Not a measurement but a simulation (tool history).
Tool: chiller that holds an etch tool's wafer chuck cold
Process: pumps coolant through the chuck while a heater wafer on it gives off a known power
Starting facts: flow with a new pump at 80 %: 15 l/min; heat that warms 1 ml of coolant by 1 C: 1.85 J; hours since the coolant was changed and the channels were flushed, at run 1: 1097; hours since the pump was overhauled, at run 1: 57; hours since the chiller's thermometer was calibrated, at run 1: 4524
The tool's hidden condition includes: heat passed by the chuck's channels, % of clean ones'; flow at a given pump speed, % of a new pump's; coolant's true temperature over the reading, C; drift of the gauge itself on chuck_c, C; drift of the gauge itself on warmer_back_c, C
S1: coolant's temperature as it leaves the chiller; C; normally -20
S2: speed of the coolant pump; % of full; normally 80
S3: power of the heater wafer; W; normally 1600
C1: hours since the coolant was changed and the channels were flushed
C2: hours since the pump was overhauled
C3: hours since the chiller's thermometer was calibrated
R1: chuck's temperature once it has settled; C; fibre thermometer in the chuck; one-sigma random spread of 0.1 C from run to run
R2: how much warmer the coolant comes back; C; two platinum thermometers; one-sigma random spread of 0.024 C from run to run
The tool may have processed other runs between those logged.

Run 1, hour 0: usual settings; C1 1097; C2 57; C3 4524. Result: R1 -10.3 C, R2 3.44 C.
Run 2, hour 52.1: usual settings; C1 1149; C2 109; C3 4576. Result: R1 -10.4 C, R2 3.43 C.
Run 3, hour 138.1: usual settings; C1 1235; C2 195; C3 4662. Result: R1 -10.5 C, R2 3.41 C.
Run 4, hour 224.4: usual settings but S1 -17 C; C1 1321; C2 281; C3 4749. Result: R1 -7.4 C, R2 3.48 C.
Run 5, hour 311.8: usual settings but S1 -17 C; C1 1409; C2 369; C3 4836. Result: R1 -7.4 C, R2 3.47 C.
Run 6, hour 382.6: usual settings but S3 1322 W; C1 1479; C2 439; C3 4907. Result: R1 -12.1 C, R2 2.8 C.
Run 7, hour 449.6: usual settings but S3 1322 W; C1 1546; C2 506; C3 4974. Result: R1 -12 C, R2 2.8 C.
Run 8, hour 554.7: usual settings but S3 1322 W; C1 1652; C2 611; C3 5079. Result: R1 -12 C, R2 2.78 C.
Run 9, hour 609.2: usual settings but S2 65 % of full; C1 1706; C2 666; C3 5133. Result: R1 -9.1 C, R2 4.22 C.
Run 10, hour 699.3: usual settings but S2 65 % of full; C1 1796; C2 756; C3 5223. Result: R1 -9.1 C, R2 4.18 C.
Run 11, hour 791.9: usual settings but S2 72 % of full; C1 1889; C2 849; C3 5316. Result: R1 -9.8 C, R2 3.78 C.
At hour 808.4: chiller's thermometer calibrated.
Run 12, hour 885.3: usual settings but S1 -19 C, S3 1130 W; C1 1981; C2 941; C3 77. Result: R1 -12.2 C, R2 2.3 C.
Run 13, hour 937.3: usual settings but S2 70 % of full; C1 2033; C2 993; C3 129. Result: R1 -9.4 C, R2 3.85 C.
Run 14, hour 1018.6: usual settings but S2 70 % of full; C1 2114; C2 1074; C3 210. Result: R1 -9.6 C, R2 3.9 C.
Run 15, hour 1068.2: usual settings but S2 70 % of full; C1 2164; C2 1124; C3 260. Result: R1 -9.7 C, R2 3.82 C.
Run 16, hour 1135.3: usual settings but S2 61 % of full, S3 815 W; C1 2231; C2 1191; C3 327. Result: R1 -14 C, R2 2.19 C.
Run 17, hour 1213.7: usual settings but S2 61 % of full, S3 815 W; C1 2310; C2 1269; C3 405. Result: R1 -14 C, R2 2.2 C.
Run 18, hour 1299.3: usual settings but S1 -17 C, S2 76 % of full, S3 986 W; C1 2395; C2 1355; C3 491. Result: R1 -10.8 C, R2 2.12 C.
Run 19, hour 1384.8: usual settings but S1 -17 C, S3 1764 W; C1 2481; C2 1440; C3 576. Result: R1 -6.3 C, R2 3.63 C.
Run 20, hour 1442.6: usual settings but S1 -17 C, S3 1764 W; C1 2538; C2 1498; C3 634. Result: R1 -6.5 C, R2 3.65 C.
Run 21, hour 1503.1: usual settings but S1 -29 C, S2 75 % of full, S3 1674 W; C1 2599; C2 1559; C3 695. Result: R1 -18.7 C, R2 3.66 C.
Run 22, hour 1560.2: usual settings but S1 -15 C, S2 61 % of full, S3 1327 W; C1 2656; C2 1616; C3 752. Result: R1 -5.5 C, R2 3.61 C.

Predict each of these 4 candidate next runs independently; none follows another, all start after run 22:
Run A, hour 1616.5: usual settings but S1 -19 C, S2 75 % of full, S3 1184 W; C1 2712; C2 1672; C3 808. Result: R1 ?, R2 ?.
Run B, hour 1616.5: usual settings but S1 -13 C, S2 68 % of full, S3 1316 W; C1 2712; C2 1672; C3 808. Result: R1 ?, R2 ?.
Run C, hour 1616.5: usual settings but S1 -16 C, S2 76 % of full; C1 2712; C2 1672; C3 808. Result: R1 ?, R2 ?.
Run D, hour 1616.5: usual settings but S1 -25 C, S2 73 % of full, S3 1122 W; C1 2712; C2 1672; C3 808. Result: R1 ?, R2 ?.

run     R1    R2
  A  -11.6  2.52
  B   -4.2  3.18
  C   -6.2   3.4
  D  -17.8  2.47
With the hidden condition removed and each run's random variation left untouched, the same runs would have given:
run     R1    R2
  A  -11.6  2.74
  B   -4.2   3.4
  C   -6.2  3.62
  D  -17.8   2.7

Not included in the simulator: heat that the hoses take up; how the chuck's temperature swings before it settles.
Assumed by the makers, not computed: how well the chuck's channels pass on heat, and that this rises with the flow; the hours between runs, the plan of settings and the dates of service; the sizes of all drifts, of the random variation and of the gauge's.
